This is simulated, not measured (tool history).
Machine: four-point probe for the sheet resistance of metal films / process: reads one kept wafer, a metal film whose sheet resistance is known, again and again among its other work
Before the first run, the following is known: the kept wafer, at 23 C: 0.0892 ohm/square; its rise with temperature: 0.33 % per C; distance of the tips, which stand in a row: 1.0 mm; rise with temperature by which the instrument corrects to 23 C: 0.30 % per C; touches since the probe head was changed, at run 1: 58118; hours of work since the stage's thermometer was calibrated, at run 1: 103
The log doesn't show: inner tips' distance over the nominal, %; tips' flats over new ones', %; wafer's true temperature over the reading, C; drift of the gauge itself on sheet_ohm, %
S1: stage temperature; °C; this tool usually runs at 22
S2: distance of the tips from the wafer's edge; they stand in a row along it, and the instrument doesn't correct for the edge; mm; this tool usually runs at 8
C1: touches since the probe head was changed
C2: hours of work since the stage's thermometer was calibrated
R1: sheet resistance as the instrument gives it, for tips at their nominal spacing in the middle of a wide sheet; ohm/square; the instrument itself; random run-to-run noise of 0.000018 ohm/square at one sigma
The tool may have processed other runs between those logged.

{"run": 1, "hour": 0.0, "S1": 22, "S2": 8, "C1": 58118, "C2": 103, "R1": 0.088951}
{"run": 2, "hour": 30.9, "S1": 22, "S2": 8, "C1": 59709, "C2": 125, "R1": 0.088938}
{"run": 3, "hour": 47.2, "S1": 22, "S2": 8, "C1": 60544, "C2": 136, "R1": 0.088935}
{"run": 4, "hour": 83.1, "S1": 22, "S2": 3, "C1": 62390, "C2": 160, "R1": 0.093116}
{"run": 5, "hour": 115.9, "S1": 22, "S2": 3, "C1": 64079, "C2": 183, "R1": 0.093125}
{"run": 6, "hour": 146.1, "S1": 22, "S2": 8, "C1": 65631, "C2": 204, "R1": 0.088886}
{"run": 7, "hour": 182.5, "S1": 22, "S2": 8, "C1": 67505, "C2": 229, "R1": 0.088834}
{"run": 8, "hour": 204.9, "S1": 22, "S2": 8, "C1": 68659, "C2": 244, "R1": 0.088847}
{"run": 9, "hour": 242.3, "S1": 22, "S2": 8, "C1": 70582, "C2": 270, "R1": 0.088825}
{"run": 10, "hour": 259.5, "S1": 31, "S2": 8, "C1": 71465, "C2": 282, "R1": 0.089006}
{"run": 11, "hour": 281.7, "S1": 31, "S2": 24, "C1": 72611, "C2": 297, "R1": 0.088363}
{"run": 12, "hour": 319.2, "S1": 31, "S2": 24, "C1": 74537, "C2": 323, "R1": 0.088362}
{"run": 13, "hour": 356.7, "S1": 31, "S2": 24, "C1": 76469, "C2": 349, "R1": 0.088328}
{"hour": 365.2, "done": "new probe head fitted"}
{"run": 14, "hour": 375.8, "S1": 22, "S2": 8, "C1": 544, "C2": 361, "R1": 0.089956}
{"run": 15, "hour": 395.2, "S1": 22, "S2": 21, "C1": 1542, "C2": 374, "R1": 0.089224}
{"run": 16, "hour": 425.9, "S1": 22, "S2": 21, "C1": 3124, "C2": 395, "R1": 0.089263}
{"run": 17, "hour": 462.0, "S1": 22, "S2": 8, "C1": 4978, "C2": 420, "R1": 0.089853}
{"run": 18, "hour": 482.9, "S1": 22, "S2": 8, "C1": 6056, "C2": 435, "R1": 0.089846}
{"run": 19, "hour": 506.3, "S1": 22, "S2": 8, "C1": 7260, "C2": 451, "R1": 0.089818}
{"run": 20, "hour": 531.6, "S1": 22, "S2": 8, "C1": 8560, "C2": 468, "R1": 0.089804}
{"run": 21, "hour": 551.4, "S1": 22, "S2": 8, "C1": 9578, "C2": 482, "R1": 0.089827}
{"run": 22, "hour": 569.2, "S1": 21, "S2": 8, "C1": 10494, "C2": 494, "R1": 0.089779}
{"run": 23, "hour": 600.5, "S1": 22, "S2": 8, "C1": 12103, "C2": 515, "R1": 0.089776}
{"run": 24, "hour": 635.2, "S1": 22, "S2": 8, "C1": 13892, "C2": 539, "R1": 0.089748}
{"run": 25, "hour": 659.0, "S1": 22, "S2": 27, "C1": 15114, "C2": 556, "R1": 0.089063}
{"run": 26, "hour": 694.3, "S1": 22, "S2": 27, "C1": 16931, "C2": 580, "R1": 0.089081}
{"run": 27, "hour": 726.4, "S1": 20, "S2": 15, "C1": 18579, "C2": 602, "R1": 0.089141}
{"run": 28, "hour": 746.7, "S1": 20, "S2": 15, "C1": 19625, "C2": 616, "R1": 0.08913}
{"run": 29, "hour": 777.6, "S1": 22, "S2": 54, "C1": 21217, "C2": 637, "R1": 0.088934}
{"run": 30, "hour": 802.8, "S1": 20, "S2": 4, "C1": 22512, "C2": 654, "R1": 0.091756}
{"run": 31, "hour": 830.0, "S1": 20, "S2": 4, "C1": 23909, "C2": 673, "R1": 0.091723}
{"run": 32, "hour": 847.5, "S1": 19, "S2": 4, "C1": 24811, "C2": 685, "R1": 0.091709}
{"run": 33, "hour": 877.8, "S1": 22, "S2": 6, "C1": 26370, "C2": 706, "R1": 0.090173}
{"run": 34, "hour": 904.2, "S1": 33, "S2": 6, "C1": 27725, "C2": 724, "R1": 0.090463}
{"run": 35, "hour": 919.6, "S1": 25, "S2": 21, "C1": 28518, "C2": 735, "R1": 0.089019}
{"run": 36, "hour": 952.4, "S1": 24, "S2": 75, "C1": 30209, "C2": 757, "R1": 0.088884}
{"run": 37, "hour": 968.0, "S1": 30, "S2": 58, "C1": 31007, "C2": 768, "R1": 0.089038}
{"run": 38, "hour": 984.6, "S1": 30, "S2": 58, "C1": 31864, "C2": 779, "R1": 0.089062}
{"run": 39, "hour": 1002.6, "S1": 30, "S2": 58, "C1": 32790, "C2": 792, "R1": 0.089006}
{"run": 40, "hour": 1020.6, "S1": 30, "S2": 58, "C1": 33716, "C2": 804, "R1": 0.088985}
{"run": 41, "hour": 1037.6, "S1": 23, "S2": 49, "C1": 34589, "C2": 816, "R1": 0.088799}
{"run": 42, "hour": 1074.8, "S1": 24, "S2": 23, "C1": 36505, "C2": 841, "R1": 0.088888}
{"run": 43, "hour": 1091.5, "S1": 24, "S2": 23, "C1": 37364, "C2": 853, "R1": 0.088878}
{"run": 44, "hour": 1120.6, "S1": 23, "S2": 23, "C1": 38858, "C2": 873, "R1": 0.088831}
{"run": 45, "hour": 1155.8, "S1": 25, "S2": 30, "C1": 40669, "C2": 897, "R1": 0.08887}
{"run": 46, "hour": 1185.8, "S1": 23, "S2": 5, "C1": 42215, "C2": 918, "R1": 0.09058}

Here are 3 independent what-if runs from the current tool condition. What would each one return?
{"run": "A", "hour": 1209.6, "S1": 32, "S2": 22, "C1": 43439, "C2": 934, "R1": "?"}
{"run": "B", "hour": 1209.6, "S1": 25, "S2": 8, "C1": 43439, "C2": 934, "R1": "?"}
{"run": "C", "hour": 1209.6, "S1": 24, "S2": 5, "C1": 43439, "C2": 934, "R1": "?"}

run=A R1=0.089061
run=B R1=0.089493
run=C R1=0.090623
The same runs, with their run-to-run variation unchanged, on a tool lacking any hidden condition would have given:
run=A R1=0.089555
run=B R1=0.08999
run=C R1=0.091127
